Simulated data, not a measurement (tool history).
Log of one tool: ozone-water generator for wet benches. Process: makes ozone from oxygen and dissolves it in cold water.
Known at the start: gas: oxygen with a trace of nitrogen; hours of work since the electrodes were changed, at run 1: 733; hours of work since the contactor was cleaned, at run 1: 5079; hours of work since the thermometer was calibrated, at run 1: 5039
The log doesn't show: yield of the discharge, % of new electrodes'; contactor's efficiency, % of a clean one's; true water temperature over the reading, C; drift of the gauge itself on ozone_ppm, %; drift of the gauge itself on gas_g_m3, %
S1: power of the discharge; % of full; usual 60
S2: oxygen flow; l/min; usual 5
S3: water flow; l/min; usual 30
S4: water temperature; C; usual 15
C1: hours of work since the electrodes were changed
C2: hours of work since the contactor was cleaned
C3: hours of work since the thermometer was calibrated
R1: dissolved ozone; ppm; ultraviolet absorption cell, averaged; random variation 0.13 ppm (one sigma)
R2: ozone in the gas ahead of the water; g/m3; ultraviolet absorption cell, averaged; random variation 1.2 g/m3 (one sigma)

run 1 hour=0 | S1=60 S2=5 S3=30 S4=15 | C1=733 C2=5079 C3=5039 | R1=12.3 R2=208.4
run 2 hour=47.3 | S1=60 S2=5 S3=30 S4=17 | C1=762 C2=5108 C3=5068 | R1=11.7 R2=209.9
run 3 hour=95.8 | S1=60 S2=5 S3=30 S4=9 | C1=791 C2=5137 C3=5098 | R1=12.6 R2=211.2
run 4 hour=128.7 | S1=60 S2=5 S3=30 S4=9 | C1=812 C2=5157 C3=5118 | R1=12.8 R2=208.9
run 5 hour=163.2 | S1=60 S2=4.13 S3=30 S4=15 | C1=833 C2=5179 C3=5139 | R1=11.2 R2=222.8
run 6 hour=224.1 | S1=60 S2=4.13 S3=30 S4=15 | C1=870 C2=5216 C3=5176 | R1=11.3 R2=225.5
run 7 hour=277.5 | S1=60 S2=5 S3=30 S4=15 | C1=903 C2=5249 C3=5209 | R1=12 R2=211.3
run 8 hour=323.6 | S1=60 S2=5 S3=30 S4=15 | C1=931 C2=5277 C3=5237 | R1=12.2 R2=209.6
run 9 hour=372.6 | S1=60 S2=5 S3=30 S4=15 | C1=961 C2=5307 C3=5267 | R1=11.8 R2=209.4
run 10 hour=416.9 | S1=60 S2=5 S3=30 S4=15 | C1=988 C2=5334 C3=5294 | R1=12.2 R2=209.4
run 11 hour=475.5 | S1=60 S2=5 S3=30 S4=12 | C1=1024 C2=5370 C3=5330 | R1=12.3 R2=209.2
-- hour=499.4 contactor cleaned
run 12 hour=510.7 | S1=60 S2=5 S3=30 S4=8 | C1=1043 C2=7 C3=5349 | R1=14.2 R2=210.7
run 13 hour=545.2 | S1=60 S2=5 S3=30 S4=8 | C1=1064 C2=28 C3=5371 | R1=14 R2=209.7
run 14 hour=598.8 | S1=60 S2=5 S3=20 S4=8 | C1=1097 C2=61 C3=5403 | R1=22 R2=209.4
-- hour=613 water thermometer calibrated
run 15 hour=657.2 | S1=60 S2=5 S3=20 S4=8 | C1=1133 C2=96 C3=27 | R1=22.4 R2=209.4
run 16 hour=696.4 | S1=72 S2=5 S3=20 S4=8 | C1=1157 C2=120 C3=51 | R1=24.6 R2=230.8
run 17 hour=748.6 | S1=72 S2=5 S3=20 S4=8 | C1=1189 C2=152 C3=83 | R1=24.6 R2=230.8
run 18 hour=781.8 | S1=78 S2=3.44 S3=37 S4=22 | C1=1209 C2=173 C3=103 | R1=9.5 R2=270.9
run 19 hour=822.7 | S1=89 S2=4.2 S3=29 S4=17 | C1=1234 C2=198 C3=128 | R1=15.7 R2=272.6
run 20 hour=856 | S1=60 S2=5 S3=22 S4=15 | C1=1254 C2=218 C3=149 | R1=18.5 R2=211.4
run 21 hour=914 | S1=65 S2=7.44 S3=28 S4=9 | C1=1290 C2=254 C3=184 | R1=17.8 R2=189.8
run 22 hour=959.3 | S1=44 S2=3.4 S3=25 S4=23 | C1=1318 C2=281 C3=212 | R1=11.1 R2=203.5
run 23 hour=1005.8 | S1=98 S2=5 S3=31 S4=15 | C1=1346 C2=310 C3=241 | R1=16.2 R2=268.1
run 24 hour=1057.2 | S1=60 S2=7.92 S3=33 S4=15 | C1=1378 C2=341 C3=272 | R1=13.8 R2=177.2
run 25 hour=1112 | S1=60 S2=7.92 S3=33 S4=15 | C1=1411 C2=375 C3=306 | R1=13.3 R2=178.1
run 26 hour=1144.5 | S1=60 S2=7.92 S3=33 S4=12 | C1=1431 C2=395 C3=326 | R1=14.1 R2=177
run 27 hour=1186.8 | S1=60 S2=7.92 S3=33 S4=12 | C1=1457 C2=421 C3=351 | R1=13.8 R2=177.4
run 28 hour=1239.7 | S1=60 S2=5.58 S3=33 S4=8 | C1=1489 C2=453 C3=384 | R1=13.1 R2=201.1
run 29 hour=1283.3 | S1=64 S2=2.56 S3=32 S4=11 | C1=1516 C2=480 C3=411 | R1=9.6 R2=270.9
run 30 hour=1310.2 | S1=60 S2=3.24 S3=30 S4=9 | C1=1533 C2=496 C3=427 | R1=11.4 R2=239.2
run 31 hour=1368.6 | S1=60 S2=3.24 S3=30 S4=9 | C1=1568 C2=532 C3=463 | R1=11.4 R2=241.5
run 32 hour=1402.2 | S1=60 S2=3.24 S3=30 S4=9 | C1=1589 C2=553 C3=483 | R1=11.7 R2=244.5
run 33 hour=1446.9 | S1=54 S2=5 S3=30 S4=15 | C1=1616 C2=580 C3=511 | R1=12.4 R2=195.7

3 ways to go on from here, each from the tool as it stands after run 33. What would each give?
run A hour=1472.4 | S1=89 S2=2.56 S3=29 S4=15 | C1=1632 C2=596 C3=526 | R1=? R2=?
run B hour=1472.4 | S1=54 S2=5 S3=44 S4=15 | C1=1632 C2=596 C3=526 | R1=? R2=?
run C hour=1472.4 | S1=54 S2=2.69 S3=46 S4=15 | C1=1632 C2=596 C3=526 | R1=? R2=?

run=A R1=12.7 R2=321.1
run=B R1=7.8 R2=197.8
run=C R1=5.5 R2=243.2
Without the tool's hidden state the same runs would have given:
run=A R1=13.3 R2=330.6
run=B R1=8.1 R2=202.3
run=C R1=5.7 R2=248.7
